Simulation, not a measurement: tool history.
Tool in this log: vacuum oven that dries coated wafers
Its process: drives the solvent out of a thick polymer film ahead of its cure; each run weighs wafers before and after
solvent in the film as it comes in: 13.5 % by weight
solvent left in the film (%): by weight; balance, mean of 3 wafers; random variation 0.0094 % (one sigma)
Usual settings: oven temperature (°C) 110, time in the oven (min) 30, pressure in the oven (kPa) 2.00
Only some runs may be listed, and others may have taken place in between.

run	hour	oven temperature (°C)	time in the oven (min)	pressure in the oven (kPa)	solvent left in the film (%)
1	0.0	110	30	2.00	0.988
2	6.4	110	30	2.00	0.986
3	16.8	110	30	2.00	0.976
4	32.6	110	30	6.77	2.016
5	42.7	110	29	6.77	2.087
6	55.2	110	30	2.00	0.976
7	66.3	110	30	2.00	0.979
8	73.3	112	30	2.00	0.842
9	85.7	123	30	2.00	0.361
10	94.4	110	45	2.00	0.577
11	104.7	110	45	2.00	0.572
12	114.8	110	45	2.00	0.576
13	126.6	110	27	2.00	1.140
14	134.3	110	27	2.00	1.156
15	140.9	107	30	2.00	1.304
16	155.4	107	30	2.00	1.284
17	169.8	107	30	2.00	1.306
18	179.1	107	30	2.00	1.284
19	191.4	107	30	2.00	1.285
20	205.3	110	30	2.00	0.974
21	212.5	110	30	2.00	0.985
22	227.2	110	30	2.00	0.968
23	234.7	110	30	2.00	0.977
24	250.1	119	30	2.00	0.454
25	262.9	110	22	4.49	2.125
# hour 265.9: oven's thermocouples calibrated
26	280.3	110	22	4.49	2.002
27	289.2	99	19	4.49	4.530
28	304.6	117	28	2.00	0.522
29	316.5	120	29	2.00	0.408
30	323.2	110	30	6.97	1.963
31	329.7	120	44	2.00	0.326
# hour 333.2: oven's thermocouples calibrated, once more
32	340.4	100	40	1.02	1.502
33	349.5	110	27	1.18	1.178
34	358.8	110	27	1.18	1.160
35	365.6	96	30	2.00	3.429
36	380.3	117	30	2.91	0.765
37	393.4	114	38	3.91	0.981
38	409.2	103	17	2.08	4.079
39	424.2	96	18	3.83	5.808
40	438.5	110	19	1.13	2.112
41	450.3	110	34	1.18	0.755
42	464.1	108	34	1.55	1.031
43	477.3	111	34	1.37	0.714
44	491.3	120	23	2.06	0.708
45	503.8	118	47	3.79	0.705
46	514.9	110	33	2.00	0.994
47	524.7	112	30	1.48	0.847

3 ways to go on from here, each from the tool as it stands after run 47. What would each give?
A	531.4	112	30	1.76	?
B	531.4	124	24	5.82	?
C	531.4	116	30	1.48	?

run	solvent left in the film (%)
A	0.897
B	1.021
C	0.567
Take away the tool's hidden state, keep each run's random variation, and the runs would have read:
run	solvent left in the film (%)
A	0.929
B	1.040
C	0.583
